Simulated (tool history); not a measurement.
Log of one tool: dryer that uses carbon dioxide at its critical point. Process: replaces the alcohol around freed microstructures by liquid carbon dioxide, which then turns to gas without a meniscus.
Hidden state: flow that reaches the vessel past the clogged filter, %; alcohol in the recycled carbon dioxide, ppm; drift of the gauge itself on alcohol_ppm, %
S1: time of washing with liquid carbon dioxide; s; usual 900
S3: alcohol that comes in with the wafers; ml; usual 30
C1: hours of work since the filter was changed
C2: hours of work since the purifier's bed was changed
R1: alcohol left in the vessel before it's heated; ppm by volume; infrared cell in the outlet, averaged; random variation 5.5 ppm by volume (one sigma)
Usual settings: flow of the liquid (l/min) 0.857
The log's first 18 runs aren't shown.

run 19 day=5.779 | S1=900 flow_of_the_liquid_(l/min)=1.174 S3=30 | C1=286 C2=241 | R1=69
run 20 day=5.988 | S1=900 flow_of_the_liquid_(l/min)=0.754 S3=30 | C1=288 C2=244 | R1=418
run 21 day=6.229 | S1=780 flow_of_the_liquid_(l/min)=0.854 S3=30 | C1=291 C2=247 | R1=474
run 22 day=6.662 | S1=1380 flow_of_the_liquid_(l/min)=1.228 S3=59 | C1=297 C2=252 | R1=28
run 23 day=7.112 | S1=840 flow_of_the_liquid_(l/min)=1.111 S3=34 | C1=302 C2=258 | R1=150
run 24 day=7.425 | S1=1260 flow_of_the_liquid_(l/min)=1.111 S3=21 | C1=306 C2=262 | R1=40
run 25 day=7.871 | S1=960 flow_of_the_liquid_(l/min)=0.894 S3=30 | C1=312 C2=267 | R1=200
run 26 day=8.254 | S1=600 flow_of_the_liquid_(l/min)=1.244 S3=30 | C1=317 C2=272 | R1=322
run 27 day=8.633 | S1=600 flow_of_the_liquid_(l/min)=1.244 S3=30 | C1=322 C2=277 | R1=334
run 28 day=8.996 | S1=960 flow_of_the_liquid_(l/min)=0.7 S3=106 | C1=326 C2=282 | R1=1563
run 29 day=9.196 | S1=900 flow_of_the_liquid_(l/min)=0.857 S3=100 | C1=329 C2=284 | R1=905
run 30 day=9.583 | S1=1440 flow_of_the_liquid_(l/min)=1.113 S3=70 | C1=334 C2=289 | R1=38
run 31 day=9.988 | S1=960 flow_of_the_liquid_(l/min)=0.691 S3=29 | C1=339 C2=294 | R1=495

5 ways to go on from here, each from the tool as it stands after run 31. What would each give?
run A day=10.342 | S1=960 flow_of_the_liquid_(l/min)=1.196 S3=48 | C1=343 C2=299 | R1=?
run B day=10.342 | S1=1440 flow_of_the_liquid_(l/min)=0.92 S3=29 | C1=343 C2=299 | R1=?
run C day=10.342 | S1=960 flow_of_the_liquid_(l/min)=1.389 S3=29 | C1=343 C2=299 | R1=?
run D day=10.342 | S1=780 flow_of_the_liquid_(l/min)=0.857 S3=43 | C1=343 C2=299 | R1=?
run E day=10.342 | S1=900 flow_of_the_liquid_(l/min)=1.05 S3=30 | C1=343 C2=299 | R1=?

run=A R1=98
run=B R1=47
run=C R1=57
run=D R1=682
run=E R1=143
Without the tool's hidden state the same runs would have given:
run=A R1=33
run=B R1=7
run=C R1=19
run=D R1=377
run=E R1=54

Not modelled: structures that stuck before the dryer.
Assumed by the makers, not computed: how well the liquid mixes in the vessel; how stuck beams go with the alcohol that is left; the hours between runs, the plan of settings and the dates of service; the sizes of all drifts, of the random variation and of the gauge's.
